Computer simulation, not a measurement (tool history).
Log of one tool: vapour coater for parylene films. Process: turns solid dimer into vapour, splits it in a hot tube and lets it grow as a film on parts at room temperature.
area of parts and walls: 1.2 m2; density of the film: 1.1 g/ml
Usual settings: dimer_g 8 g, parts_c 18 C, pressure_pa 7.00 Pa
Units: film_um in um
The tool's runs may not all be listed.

run 1 day=0.000 | dimer_g=8 parts_c=18 pressure_pa=7.00 | film_um=2.53
run 2 day=0.917 | dimer_g=8 parts_c=18 pressure_pa=7.00 | film_um=2.57
run 3 day=2.717 | dimer_g=8 parts_c=28 pressure_pa=7.00 | film_um=2.14
run 4 day=3.912 | dimer_g=8 parts_c=28 pressure_pa=7.00 | film_um=2.12
run 5 day=5.142 | dimer_g=8 parts_c=28 pressure_pa=7.00 | film_um=2.12
run 6 day=7.271 | dimer_g=8 parts_c=28 pressure_pa=7.00 | film_um=2.09
run 7 day=8.471 | dimer_g=8 parts_c=28 pressure_pa=7.00 | film_um=2.14
run 8 day=10.375 | dimer_g=8 parts_c=28 pressure_pa=7.00 | film_um=2.08
run 9 day=11.546 | dimer_g=8 parts_c=18 pressure_pa=2.87 | film_um=3.00
run 10 day=13.562 | dimer_g=8 parts_c=13 pressure_pa=2.87 | film_um=3.31
run 11 day=15.350 | dimer_g=8 parts_c=18 pressure_pa=7.00 | film_um=2.45
run 12 day=17.392 | dimer_g=8 parts_c=18 pressure_pa=7.00 | film_um=2.32
run 13 day=19.500 | dimer_g=8 parts_c=18 pressure_pa=7.00 | film_um=2.37
run 14 day=21.079 | dimer_g=8 parts_c=18 pressure_pa=7.00 | film_um=2.36
run 15 day=22.092 | dimer_g=8 parts_c=18 pressure_pa=7.00 | film_um=2.39
run 16 day=23.875 | dimer_g=8 parts_c=18 pressure_pa=7.00 | film_um=2.26
run 17 day=25.033 | dimer_g=8 parts_c=24 pressure_pa=7.00 | film_um=2.12
run 18 day=26.329 | dimer_g=8 parts_c=28 pressure_pa=7.00 | film_um=1.95
run 19 day=27.300 | dimer_g=8 parts_c=28 pressure_pa=7.00 | film_um=1.94
run 20 day=28.296 | dimer_g=8 parts_c=16 pressure_pa=7.00 | film_um=2.41
run 21 day=30.404 | dimer_g=8 parts_c=16 pressure_pa=7.00 | film_um=2.39
run 22 day=32.283 | dimer_g=8 parts_c=18 pressure_pa=4.45 | film_um=2.93
run 23 day=33.696 | dimer_g=8 parts_c=18 pressure_pa=4.45 | film_um=2.88
run 24 day=35.158 | dimer_g=8 parts_c=18 pressure_pa=4.45 | film_um=2.83
run 25 day=37.362 | dimer_g=8 parts_c=18 pressure_pa=4.45 | film_um=2.83
run 26 day=38.479 | dimer_g=8 parts_c=18 pressure_pa=4.45 | film_um=2.78
run 27 day=39.954 | dimer_g=8 parts_c=18 pressure_pa=4.45 | film_um=2.75
run 28 day=41.383 | dimer_g=8 parts_c=18 pressure_pa=4.45 | film_um=2.73
run 29 day=42.692 | dimer_g=8 parts_c=15 pressure_pa=7.00 | film_um=2.61
run 30 day=43.879 | dimer_g=8 parts_c=18 pressure_pa=2.81 | film_um=3.10
run 31 day=45.938 | dimer_g=8 parts_c=18 pressure_pa=9.97 | film_um=2.26
run 32 day=47.254 | dimer_g=7 parts_c=22 pressure_pa=9.97 | film_um=1.86
run 33 day=49.262 | dimer_g=5 parts_c=14 pressure_pa=2.48 | film_um=2.08
run 34 day=50.746 | dimer_g=8 parts_c=17 pressure_pa=5.14 | film_um=2.63
run 35 day=51.850 | dimer_g=12 parts_c=18 pressure_pa=3.79 | film_um=4.15
run 36 day=53.179 | dimer_g=6 parts_c=11 pressure_pa=5.24 | film_um=2.16
run 37 day=55.133 | dimer_g=4 parts_c=22 pressure_pa=3.70 | film_um=1.24
run 38 day=56.125 | dimer_g=9 parts_c=23 pressure_pa=4.11 | film_um=2.73
run 39 day=58.371 | dimer_g=11 parts_c=11 pressure_pa=7.82 | film_um=3.48
run 40 day=59.350 | dimer_g=11 parts_c=11 pressure_pa=7.82 | film_um=3.47
run 41 day=60.696 | dimer_g=8 parts_c=20 pressure_pa=4.62 | film_um=2.48
run 42 day=61.738 | dimer_g=4 parts_c=15 pressure_pa=4.86 | film_um=1.33
run 43 day=63.725 | dimer_g=4 parts_c=15 pressure_pa=4.86 | film_um=1.30
run 44 day=66.162 | dimer_g=13 parts_c=18 pressure_pa=11.66 | film_um=3.64

Taken out of this log: 3 entries between the listed runs. Where each belongs, and how the hidden state differs across it:
Between runs 19 and 20: table's thermometer calibrated (day 28.225)
  vapour lost through the trap's worn valve, %: 8.3 -> 8.6; true temperature of the parts over the reading, C: 1.27 -> 0.09
  measured less the result without the state, film_um: -0.23 -> -0.23 um
Between runs 21 and 22: trap's valve overhauled (day 32.283)
  vapour lost through the trap's worn valve, %: 9.3 -> 0.1; true temperature of the parts over the reading, C: 0.12 -> 0.15
  measured less the result without the state, film_um: -0.25 -> -0.01 um
Between runs 43 and 44: trap's valve overhauled (day 64.650)
  vapour lost through the trap's worn valve, %: 9.6 -> 0.6; true temperature of the parts over the reading, C: 0.64 -> 0.67
  measured less the result without the state, film_um: -0.16 -> -0.07 um

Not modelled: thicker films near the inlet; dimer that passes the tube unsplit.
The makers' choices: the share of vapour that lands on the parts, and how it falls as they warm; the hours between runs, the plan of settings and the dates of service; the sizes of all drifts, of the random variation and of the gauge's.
